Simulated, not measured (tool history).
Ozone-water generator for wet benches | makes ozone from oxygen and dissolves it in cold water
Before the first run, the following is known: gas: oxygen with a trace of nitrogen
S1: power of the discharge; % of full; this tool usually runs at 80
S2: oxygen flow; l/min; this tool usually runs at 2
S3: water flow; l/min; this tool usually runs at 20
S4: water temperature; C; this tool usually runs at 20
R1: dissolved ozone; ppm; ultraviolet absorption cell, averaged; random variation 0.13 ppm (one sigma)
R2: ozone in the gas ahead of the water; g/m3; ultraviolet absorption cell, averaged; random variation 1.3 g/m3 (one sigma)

run	hour	S1	S2	S3	S4	R1	R2
1	0	80	2	20	20	14.1	237.7
2	123.4	80	2	15	20	18.3	235.7
3	271.5	80	2	20	20	14.2	234.9
4	341.4	80	2	20	20	14.3	234.6
5	480.8	80	2	20	20	14.3	236.6
6	594.3	80	2	20	20	14.2	237.2
7	694.4	80	2	13	20	20.6	234.4
8	834.7	80	2	13	20	20.5	234.4
9	966.8	80	2	13	20	20.6	235.6
10	1115.9	80	2	13	20	20.7	234.9
11	1254.3	80	2	13	20	20.7	236.1
12	1397.7	80	2	13	20	20.4	235.1
13	1471.8	80	2	13	20	20.5	236.6
14	1614.5	80	2	13	20	20.7	236.6
15	1763.5	45	2	20	20	10.3	170.9
16	1897.3	45	2	20	20	10.5	169
17	2026.7	80	2	20	15	14.8	235.2
18	2105.2	80	2	20	13	14.9	238.1
19	2199.4	80	2.95	20	12	16.3	192.1
20	2299.5	80	2.95	20	12	16.3	192.5
21	2375.6	80	1.89	20	21	14	244.9
22	2485.7	84	1.28	20	20	13.2	309.4
23	2598.1	80	1.77	20	23	13.9	253
24	2677.6	41	1.41	17	20	10.5	195.1
25	2784.3	61	1.32	20	13	11.6	253
26	2877.6	61	1.32	20	13	11.5	253.4
27	2939.9	61	1.32	20	13	11.5	252.3
28	3014.6	43	2.4	21	22	9.9	150.4
29	3164.6	80	3.29	24	15	14	180.2
30	3282.8	80	3.29	24	15	14.2	181.5
31	3423.2	80	3.29	24	15	13.9	178.5
32	3514.5	57	2.62	18	15	14.3	169.3
33	3593.8	80	1.14	23	20	11	320

The log once held 2 entries between its listed runs, left out of this copy. Where does each go, and what is different about the tool's unlogged condition between the listed run before it and the listed run after it?
Runs 23 to 24: water thermometer calibrated (hour 2630)
  true water temperature over the reading, C: 0.01 -> 0
Runs 28 to 29: contactor cleaned (hour 3040.7)
  contactor's efficiency, % of a clean one's: 99.8 -> 100
